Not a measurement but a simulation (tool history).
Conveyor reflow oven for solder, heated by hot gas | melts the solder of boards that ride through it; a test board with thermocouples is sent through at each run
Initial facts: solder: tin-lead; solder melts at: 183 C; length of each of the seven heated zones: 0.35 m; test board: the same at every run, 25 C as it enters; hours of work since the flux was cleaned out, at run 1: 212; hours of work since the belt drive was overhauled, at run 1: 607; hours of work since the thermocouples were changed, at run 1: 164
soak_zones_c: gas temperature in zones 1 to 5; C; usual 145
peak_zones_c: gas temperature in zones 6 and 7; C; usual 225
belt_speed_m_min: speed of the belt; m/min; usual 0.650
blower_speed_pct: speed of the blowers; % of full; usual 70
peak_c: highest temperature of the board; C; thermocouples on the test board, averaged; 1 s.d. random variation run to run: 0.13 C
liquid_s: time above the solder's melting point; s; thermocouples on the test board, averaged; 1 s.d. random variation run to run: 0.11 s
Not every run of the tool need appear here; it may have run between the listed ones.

run	hour	soak_zones_c	peak_zones_c	belt_speed_m_min	blower_speed_pct	hours of work since the flux was cleaned out	hours of work since the belt drive was overhauled	hours of work since the thermocouples were changed	peak_c	liquid_s
1	0.0	145	225	0.650	70	212	607	164	212.8	49.3
2	13.2	145	235	0.650	70	220	615	172	221.6	54.5
3	45.1	145	219	0.650	70	239	634	190	207.5	44.9
4	60.9	145	219	0.650	70	248	643	200	207.5	45.0
5	91.2	145	219	0.650	70	266	661	218	207.5	45.1
6	115.9	145	219	0.650	70	280	676	232	207.5	45.0
7	130.2	145	219	0.650	70	289	684	241	207.5	44.8
8	162.8	145	225	0.650	70	308	703	260	212.6	49.0
9	183.9	145	225	0.650	70	321	716	272	212.5	48.9
# hour 208.0: belt drive overhauled, speed set with a stopwatch
10	214.8	145	225	0.650	70	336	4	288	211.7	47.2
11	240.6	145	225	0.650	70	352	19	304	211.9	47.4
# hour 263.8: flux residue cleaned out of gas plates and filters
12	274.5	145	225	0.650	70	6	36	321	210.7	45.7
13	298.6	145	225	0.650	70	21	51	335	210.4	45.9
14	315.2	145	225	0.650	70	30	60	345	210.3	45.8
15	347.8	145	225	0.650	70	50	80	364	210.5	45.6
# hour 364.1: flux residue cleaned out of gas plates and filters, once more
16	373.1	148	216	0.551	87	5	92	376	211.9	61.1
17	404.2	148	216	0.551	87	24	110	394	211.9	60.9
18	422.9	135	236	0.543	80	35	121	405	229.4	66.4
19	441.3	138	236	0.571	80	46	132	416	228.4	63.7
20	466.4	138	236	0.571	80	60	147	431	228.3	63.5
21	495.9	138	236	0.616	80	78	164	448	226.9	57.6
22	514.5	130	228	0.650	70	89	175	459	214.2	44.8

What will run 23 give?
23	542.0	150	225	0.682	70	105	191	476	?	?

{"run 23": {"peak_c": 213.6, "liquid_s": 48.4}}
On a tool with no hidden condition, and with the same random variation, this run would have come out at peak_c 213.2 C, liquid_s 48.0 s.
